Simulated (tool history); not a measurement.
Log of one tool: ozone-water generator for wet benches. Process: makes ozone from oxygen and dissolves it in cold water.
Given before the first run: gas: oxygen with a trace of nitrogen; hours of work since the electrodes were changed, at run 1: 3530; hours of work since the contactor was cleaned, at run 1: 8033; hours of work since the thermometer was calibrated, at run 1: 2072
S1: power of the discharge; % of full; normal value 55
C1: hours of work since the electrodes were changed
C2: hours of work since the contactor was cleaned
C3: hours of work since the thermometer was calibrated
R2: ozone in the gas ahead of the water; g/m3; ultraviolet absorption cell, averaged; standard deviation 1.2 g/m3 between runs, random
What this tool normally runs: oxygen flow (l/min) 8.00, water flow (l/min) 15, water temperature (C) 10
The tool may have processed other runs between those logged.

run 1 hour=0.0 | S1=55 oxygen_flow_(l/min)=8.00 water_flow_(l/min)=15 water_temperature_(C)=10 | C1=3530 C2=8033 C3=2072 | dissolved_ozone_(ppm)=28.4 R2=206.9
run 2 hour=90.0 | S1=55 oxygen_flow_(l/min)=8.00 water_flow_(l/min)=15 water_temperature_(C)=10 | C1=3612 C2=8115 C3=2154 | dissolved_ozone_(ppm)=28.1 R2=209.9
run 3 hour=150.5 | S1=96 oxygen_flow_(l/min)=8.00 water_flow_(l/min)=15 water_temperature_(C)=10 | C1=3667 C2=8170 C3=2209 | dissolved_ozone_(ppm)=46.7 R2=342.8
run 4 hour=251.0 | S1=96 oxygen_flow_(l/min)=8.00 water_flow_(l/min)=15 water_temperature_(C)=10 | C1=3759 C2=8262 C3=2301 | dissolved_ozone_(ppm)=45.8 R2=342.4
run 5 hour=308.6 | S1=96 oxygen_flow_(l/min)=8.00 water_flow_(l/min)=15 water_temperature_(C)=10 | C1=3812 C2=8315 C3=2354 | dissolved_ozone_(ppm)=45.9 R2=341.4
run 6 hour=392.3 | S1=96 oxygen_flow_(l/min)=8.00 water_flow_(l/min)=15 water_temperature_(C)=15 | C1=3888 C2=8391 C3=2430 | dissolved_ozone_(ppm)=41.4 R2=340.9
run 7 hour=439.4 | S1=96 oxygen_flow_(l/min)=8.00 water_flow_(l/min)=15 water_temperature_(C)=15 | C1=3931 C2=8434 C3=2473 | dissolved_ozone_(ppm)=41.4 R2=338.3
run 8 hour=514.7 | S1=55 oxygen_flow_(l/min)=8.00 water_flow_(l/min)=15 water_temperature_(C)=10 | C1=4000 C2=8503 C3=2542 | dissolved_ozone_(ppm)=27.9 R2=205.3
run 9 hour=573.0 | S1=55 oxygen_flow_(l/min)=8.00 water_flow_(l/min)=15 water_temperature_(C)=13 | C1=4053 C2=8556 C3=2595 | dissolved_ozone_(ppm)=26.2 R2=210.6
run 10 hour=623.7 | S1=55 oxygen_flow_(l/min)=8.00 water_flow_(l/min)=15 water_temperature_(C)=13 | C1=4099 C2=8602 C3=2641 | dissolved_ozone_(ppm)=26.0 R2=208.8
run 11 hour=702.4 | S1=55 oxygen_flow_(l/min)=8.00 water_flow_(l/min)=15 water_temperature_(C)=13 | C1=4171 C2=8674 C3=2713 | dissolved_ozone_(ppm)=26.4 R2=206.3
run 12 hour=750.4 | S1=55 oxygen_flow_(l/min)=8.00 water_flow_(l/min)=15 water_temperature_(C)=13 | C1=4215 C2=8718 C3=2757 | dissolved_ozone_(ppm)=26.2 R2=208.1
-- hour=757.8 water thermometer calibrated
run 13 hour=795.7 | S1=55 oxygen_flow_(l/min)=8.00 water_flow_(l/min)=15 water_temperature_(C)=13 | C1=4256 C2=8759 C3=35 | dissolved_ozone_(ppm)=26.2 R2=206.1
run 14 hour=888.6 | S1=55 oxygen_flow_(l/min)=8.00 water_flow_(l/min)=15 water_temperature_(C)=13 | C1=4341 C2=8844 C3=119 | dissolved_ozone_(ppm)=26.3 R2=206.1
run 15 hour=933.8 | S1=51 oxygen_flow_(l/min)=8.00 water_flow_(l/min)=15 water_temperature_(C)=10 | C1=4382 C2=8885 C3=161 | dissolved_ozone_(ppm)=25.8 R2=194.4
run 16 hour=1022.0 | S1=68 oxygen_flow_(l/min)=4.76 water_flow_(l/min)=15 water_temperature_(C)=10 | C1=4462 C2=8965 C3=241 | dissolved_ozone_(ppm)=32.1 R2=315.4
run 17 hour=1103.8 | S1=68 oxygen_flow_(l/min)=4.76 water_flow_(l/min)=15 water_temperature_(C)=10 | C1=4537 C2=9040 C3=316 | dissolved_ozone_(ppm)=32.0 R2=309.7
run 18 hour=1182.8 | S1=55 oxygen_flow_(l/min)=8.00 water_flow_(l/min)=15 water_temperature_(C)=10 | C1=4609 C2=9112 C3=388 | dissolved_ozone_(ppm)=27.0 R2=207.3
run 19 hour=1229.1 | S1=55 oxygen_flow_(l/min)=8.00 water_flow_(l/min)=15 water_temperature_(C)=10 | C1=4652 C2=9154 C3=430 | dissolved_ozone_(ppm)=27.4 R2=204.6
-- hour=1324.8 water thermometer calibrated, once more
run 20 hour=1329.2 | S1=55 oxygen_flow_(l/min)=8.00 water_flow_(l/min)=15 water_temperature_(C)=12 | C1=4742 C2=9245 C3=4 | dissolved_ozone_(ppm)=26.5 R2=206.4
run 21 hour=1429.0 | S1=55 oxygen_flow_(l/min)=7.24 water_flow_(l/min)=15 water_temperature_(C)=13 | C1=4834 C2=9336 C3=95 | dissolved_ozone_(ppm)=25.8 R2=215.6
run 22 hour=1494.6 | S1=44 oxygen_flow_(l/min)=7.24 water_flow_(l/min)=15 water_temperature_(C)=8 | C1=4893 C2=9396 C3=155 | dissolved_ozone_(ppm)=23.4 R2=177.5
run 23 hour=1567.1 | S1=55 oxygen_flow_(l/min)=8.00 water_flow_(l/min)=15 water_temperature_(C)=18 | C1=4960 C2=9463 C3=221 | dissolved_ozone_(ppm)=23.5 R2=205.7
run 24 hour=1625.6 | S1=55 oxygen_flow_(l/min)=6.53 water_flow_(l/min)=13 water_temperature_(C)=10 | C1=5013 C2=9516 C3=275 | dissolved_ozone_(ppm)=30.0 R2=223.0
run 25 hour=1698.4 | S1=55 oxygen_flow_(l/min)=6.53 water_flow_(l/min)=13 water_temperature_(C)=10 | C1=5079 C2=9582 C3=341 | dissolved_ozone_(ppm)=29.9 R2=224.2
run 26 hour=1784.2 | S1=55 oxygen_flow_(l/min)=6.53 water_flow_(l/min)=13 water_temperature_(C)=10 | C1=5158 C2=9661 C3=419 | dissolved_ozone_(ppm)=30.0 R2=223.3
run 27 hour=1847.2 | S1=55 oxygen_flow_(l/min)=6.53 water_flow_(l/min)=13 water_temperature_(C)=10 | C1=5215 C2=9718 C3=477 | dissolved_ozone_(ppm)=30.1 R2=226.3
run 28 hour=1941.6 | S1=55 oxygen_flow_(l/min)=10.43 water_flow_(l/min)=17 water_temperature_(C)=10 | C1=5302 C2=9804 C3=563 | dissolved_ozone_(ppm)=25.0 R2=183.1

4 ways to go on from here, each from the tool as it stands after run 28. What would each give?
run A hour=2028.3 | S1=55 oxygen_flow_(l/min)=7.48 water_flow_(l/min)=17 water_temperature_(C)=9 | C1=5381 C2=9884 C3=642 | dissolved_ozone_(ppm)=? R2=?
run B hour=2028.3 | S1=84 oxygen_flow_(l/min)=10.43 water_flow_(l/min)=17 water_temperature_(C)=7 | C1=5381 C2=9884 C3=642 | dissolved_ozone_(ppm)=? R2=?
run C hour=2028.3 | S1=79 oxygen_flow_(l/min)=10.43 water_flow_(l/min)=17 water_temperature_(C)=10 | C1=5381 C2=9884 C3=642 | dissolved_ozone_(ppm)=? R2=?
run D hour=2028.3 | S1=55 oxygen_flow_(l/min)=6.52 water_flow_(l/min)=15 water_temperature_(C)=10 | C1=5381 C2=9884 C3=642 | dissolved_ozone_(ppm)=? R2=?

run=A dissolved_ozone_(ppm)=25.3 R2=209.1
run=B dissolved_ozone_(ppm)=37.8 R2=264.6
run=C dissolved_ozone_(ppm)=33.7 R2=251.0
run=D dissolved_ozone_(ppm)=26.9 R2=225.9
What these runs would have given with no unlogged condition in the tool:
run=A dissolved_ozone_(ppm)=29.8 R2=216.7
run=B dissolved_ozone_(ppm)=45.4 R2=278.9
run=C dissolved_ozone_(ppm)=40.3 R2=263.9
run=D dissolved_ozone_(ppm)=31.6 R2=234.1
